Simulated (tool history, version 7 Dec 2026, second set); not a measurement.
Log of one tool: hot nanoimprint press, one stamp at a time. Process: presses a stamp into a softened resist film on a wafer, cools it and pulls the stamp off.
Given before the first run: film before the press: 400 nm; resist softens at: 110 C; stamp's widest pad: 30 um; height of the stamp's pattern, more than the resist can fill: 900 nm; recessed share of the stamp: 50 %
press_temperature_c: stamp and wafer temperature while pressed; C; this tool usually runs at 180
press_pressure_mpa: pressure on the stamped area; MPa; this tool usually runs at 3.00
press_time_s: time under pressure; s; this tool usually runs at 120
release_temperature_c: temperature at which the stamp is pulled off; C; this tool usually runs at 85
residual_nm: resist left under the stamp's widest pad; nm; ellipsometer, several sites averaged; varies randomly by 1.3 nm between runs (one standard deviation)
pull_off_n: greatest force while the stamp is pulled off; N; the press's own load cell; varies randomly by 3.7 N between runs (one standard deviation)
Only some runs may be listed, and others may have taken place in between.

| run | hour | press_temperature_c | press_pressure_mpa | press_time_s | release_temperature_c | residual_nm | pull_off_n |
|---|---|---|---|---|---|---|---|
| 1 | 0.0 | 180 | 3.00 | 120 | 85 | 210.0 | 203 |
| 2 | 5.9 | 180 | 3.00 | 120 | 89 | 208.7 | 182 |
| 3 | 12.7 | 180 | 2.28 | 120 | 85 | 230.3 | 203 |
| 4 | 23.8 | 180 | 2.28 | 120 | 85 | 230.1 | 212 |
| 5 | 32.2 | 180 | 3.00 | 120 | 85 | 208.7 | 205 |
| 6 | 39.2 | 171 | 3.00 | 120 | 85 | 307.6 | 210 |
| 7 | 49.3 | 180 | 3.00 | 120 | 85 | 207.6 | 209 |
| 8 | 56.5 | 180 | 3.00 | 120 | 85 | 207.7 | 208 |
| 9 | 62.1 | 189 | 3.00 | 120 | 85 | 130.7 | 202 |
|  | 75.0 | plate thermocouple calibrated |
| 10 | 75.5 | 189 | 3.00 | 120 | 85 | 131.0 | 202 |
| 11 | 83.1 | 189 | 2.03 | 120 | 85 | 157.6 | 201 |
| 12 | 87.7 | 180 | 4.60 | 229 | 85 | 133.6 | 201 |

For run 13, what comes out?
| 13 | 95.2 | 180 | 4.60 | 229 | 71 | ? | ? |

residual_nm: 133.8 nm
pull_off_n: 285 N
Were there no unlogged condition in the tool, this run, its random variation unchanged, would have produced residual_nm 133.8 nm, pull_off_n 284 N.

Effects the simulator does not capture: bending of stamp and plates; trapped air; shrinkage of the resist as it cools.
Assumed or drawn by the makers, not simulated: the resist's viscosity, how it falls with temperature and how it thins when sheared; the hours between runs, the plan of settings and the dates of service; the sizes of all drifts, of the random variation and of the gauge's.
